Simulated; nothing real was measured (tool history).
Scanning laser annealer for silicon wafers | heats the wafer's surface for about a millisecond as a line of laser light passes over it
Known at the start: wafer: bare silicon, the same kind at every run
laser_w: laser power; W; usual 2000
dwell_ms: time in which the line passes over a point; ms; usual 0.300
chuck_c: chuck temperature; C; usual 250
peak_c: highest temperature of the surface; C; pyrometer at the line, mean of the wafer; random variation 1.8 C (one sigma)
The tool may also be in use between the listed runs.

| run | hour | laser_w | dwell_ms | chuck_c | peak_c |
|---|---|---|---|---|---|
| 1 | 0.0 | 2000 | 0.300 | 250 | 989 |
| 2 | 56.4 | 2000 | 0.300 | 239 | 982 |
|  | 86.1 | window over the wafer cleaned |
| 3 | 123.4 | 2000 | 0.300 | 250 | 988 |
| 4 | 173.6 | 1744 | 0.300 | 250 | 896 |
| 5 | 220.3 | 2000 | 0.347 | 250 | 1040 |
| 6 | 281.0 | 2000 | 0.347 | 250 | 1043 |
| 7 | 353.3 | 2000 | 0.347 | 250 | 1041 |
| 8 | 419.7 | 2000 | 0.347 | 250 | 1042 |
| 9 | 479.7 | 2000 | 0.347 | 250 | 1045 |
| 10 | 549.9 | 2000 | 0.347 | 250 | 1041 |
|  | 571.7 | window over the wafer cleaned |
| 11 | 600.7 | 2000 | 0.347 | 250 | 1041 |
| 12 | 651.7 | 2000 | 0.347 | 250 | 1042 |
| 13 | 715.7 | 2150 | 0.347 | 250 | 1099 |
| 14 | 769.4 | 2150 | 0.347 | 250 | 1102 |
| 15 | 804.0 | 2000 | 0.300 | 250 | 989 |
| 16 | 867.4 | 2092 | 0.276 | 250 | 994 |
| 17 | 908.3 | 2125 | 0.290 | 225 | 992 |
| 18 | 972.5 | 1794 | 0.238 | 250 | 842 |
| 19 | 1034.0 | 2088 | 0.238 | 236 | 919 |

Forecast run 20:
|  | 1059.2 | window over the wafer cleaned |
| 20 | 1071.9 | 1856 | 0.279 | 248 | ? |

{"run 20": {"peak_c": 914}}
Without the tool's hidden state the same run would have given peak_c 914 C.

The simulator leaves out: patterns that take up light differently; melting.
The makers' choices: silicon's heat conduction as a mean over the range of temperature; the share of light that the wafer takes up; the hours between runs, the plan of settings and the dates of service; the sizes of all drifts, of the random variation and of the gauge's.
